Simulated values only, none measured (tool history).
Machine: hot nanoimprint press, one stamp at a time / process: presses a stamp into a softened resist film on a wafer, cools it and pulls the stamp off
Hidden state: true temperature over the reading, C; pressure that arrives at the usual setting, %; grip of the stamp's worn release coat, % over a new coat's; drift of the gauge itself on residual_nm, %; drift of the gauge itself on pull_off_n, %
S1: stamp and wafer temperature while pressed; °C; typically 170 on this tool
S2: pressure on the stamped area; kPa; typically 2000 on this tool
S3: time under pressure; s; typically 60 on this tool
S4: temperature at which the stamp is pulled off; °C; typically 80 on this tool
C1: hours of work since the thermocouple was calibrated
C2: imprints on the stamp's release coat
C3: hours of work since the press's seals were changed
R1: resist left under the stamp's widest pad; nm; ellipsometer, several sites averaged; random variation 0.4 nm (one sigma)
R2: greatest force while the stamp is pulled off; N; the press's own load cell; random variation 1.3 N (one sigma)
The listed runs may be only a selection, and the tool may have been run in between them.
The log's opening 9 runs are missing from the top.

| run | day | S1 | S2 | S3 | S4 | C1 | C2 | C3 | R1 | R2 |
|---|---|---|---|---|---|---|---|---|---|---|
| 10 | 9.379 | 170 | 2000 | 60 | 72 | 204 | 293 | 272 | 120.4 | 184 |
| 11 | 10.767 | 170 | 2000 | 60 | 72 | 226 | 393 | 294 | 121 | 185 |
| 12 | 11.8 | 175 | 2000 | 60 | 72 | 242 | 467 | 310 | 89.8 | 184 |
| 13 | 12.958 | 175 | 2000 | 60 | 72 | 260 | 551 | 328 | 91 | 185 |
| 14 | 14.017 | 175 | 2000 | 60 | 72 | 277 | 627 | 345 | 91 | 185 |
| 15 | 14.667 | 170 | 2000 | 60 | 80 | 287 | 674 | 355 | 120.2 | 164 |
| 16 | 15.6 | 170 | 2000 | 60 | 80 | 302 | 741 | 369 | 120.6 | 165 |
| 17 | 16.521 | 170 | 2000 | 60 | 80 | 316 | 807 | 384 | 120.6 | 166 |
| 18 | 17.688 | 170 | 2000 | 88 | 76 | 335 | 892 | 402 | 103.5 | 175 |
| 19 | 18.462 | 170 | 2000 | 88 | 76 | 347 | 947 | 414 | 102.9 | 174 |
| 20 | 19.379 | 158 | 2670 | 53 | 80 | 361 | 1013 | 429 | 210.6 | 164 |
| 21 | 20.021 | 174 | 1310 | 105 | 72 | 371 | 1060 | 439 | 92.7 | 184 |
|  | 20.667 | stamp cleaned and given a new release coat |
| 22 | 21.25 | 174 | 1220 | 107 | 72 | 386 | 42 | 454 | 95.3 | 185 |
| 23 | 22.417 | 165 | 2000 | 60 | 80 | 405 | 126 | 472 | 159.1 | 162 |
| 24 | 23.612 | 165 | 1860 | 60 | 80 | 423 | 212 | 491 | 164.8 | 162 |
| 25 | 24.7 | 170 | 2000 | 47 | 80 | 440 | 291 | 508 | 133.2 | 163 |
| 26 | 25.633 | 160 | 2000 | 65 | 81 | 455 | 358 | 523 | 199.7 | 161 |
| 27 | 26.879 | 160 | 1910 | 65 | 74 | 475 | 448 | 542 | 203.2 | 181 |
| 28 | 27.838 | 171 | 2000 | 60 | 77 | 490 | 517 | 557 | 114.2 | 170 |
| 29 | 29.192 | 159 | 2000 | 60 | 82 | 511 | 614 | 579 | 213.3 | 159 |
| 30 | 30.146 | 159 | 2000 | 60 | 82 | 526 | 683 | 594 | 213.1 | 160 |
|  | 31.296 | plate thermocouple calibrated |
| 31 | 31.567 | 165 | 2320 | 32 | 80 | 4 | 776 | 614 | 184.7 | 162 |

Here are 3 independent what-if runs from the current tool condition. What would each one return?
| A | 32.267 | 168 | 2000 | 31 | 87 | 15 | 827 | 625 | ? | ? |
| B | 32.267 | 165 | 3130 | 75 | 69 | 15 | 827 | 625 | ? | ? |
| C | 32.267 | 179 | 1200 | 103 | 80 | 15 | 827 | 625 | ? | ? |

| run | R1 | R2 |
|---|---|---|
| A | 171.1 | 144 |
| B | 120.9 | 192 |
| C | 72.5 | 163 |
Without the tool's unlogged condition, the same runs would have read:
| run | R1 | R2 |
|---|---|---|
| A | 171.1 | 144 |
| B | 120.9 | 192 |
| C | 72.5 | 163 |
